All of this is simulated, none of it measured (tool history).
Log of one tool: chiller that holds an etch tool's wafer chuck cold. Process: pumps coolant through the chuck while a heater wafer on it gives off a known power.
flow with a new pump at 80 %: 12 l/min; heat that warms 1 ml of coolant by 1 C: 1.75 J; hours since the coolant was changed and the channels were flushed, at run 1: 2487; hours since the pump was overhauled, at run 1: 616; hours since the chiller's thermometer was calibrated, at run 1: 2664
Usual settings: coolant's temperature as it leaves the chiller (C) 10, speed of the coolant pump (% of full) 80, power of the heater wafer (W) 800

run	hour	coolant's temperature as it leaves the chiller (C)	speed of the coolant pump (% of full)	power of the heater wafer (W)	hours since the coolant was changed and the channels were flushed	hours since the pump was overhauled	hours since the chiller's thermometer was calibrated	chuck's temperature once it has settled (C)	how much warmer the coolant comes back (C)
1	0	10	80	800	2487	616	2664	16.1	2.32
2	22.3	10	80	800	2510	638	2686	15.88	2.33
3	39.6	10	80	652	2527	655	2704	14.84	1.87
4	64.4	10	80	652	2552	680	2728	14.78	1.9
5	90.2	10	80	800	2578	706	2754	15.98	2.29
6	110.5	10	80	800	2598	726	2774	15.87	2.29
7	129.9	10	80	800	2617	746	2794	16	2.33
8	157.7	10	80	800	2645	773	2822	15.95	2.32
9	186.8	10	80	845	2674	803	2851	16.47	2.47
10	210.8	10	80	845	2698	826	2875	16.27	2.46
11	243.3	10	80	845	2731	859	2907	16.45	2.43
12	256.8	10	80	578	2744	873	2921	14.16	1.68
13	277.2	10	80	545	2765	893	2941	14.11	1.57
14	303.3	10	80	545	2791	919	2967	14.02	1.61
15	327.2	10	80	545	2815	943	2991	14.05	1.57
16	344.9	5	80	800	2832	961	3009	10.96	2.31
17	365.9	10	75	518	2853	982	3030	14.1	1.6
18	379.4	10	80	432	2867	995	3043	13.13	1.26
19	407.7	10	80	432	2895	1023	3072	13.14	1.24
20	428	10	80	432	2915	1044	3092	13.2	1.25

Run 21 comes next. What will it give?
21	456.2	10	80	432	2944	1072	3120	?	?

{"run 21": {"chuck's temperature once it has settled (C)": 13.07, "how much warmer the coolant comes back (C)": 1.27}}
Without the tool's hidden state the same run would have given chuck's temperature once it has settled (C) 13.05, how much warmer the coolant comes back (C) 1.26.

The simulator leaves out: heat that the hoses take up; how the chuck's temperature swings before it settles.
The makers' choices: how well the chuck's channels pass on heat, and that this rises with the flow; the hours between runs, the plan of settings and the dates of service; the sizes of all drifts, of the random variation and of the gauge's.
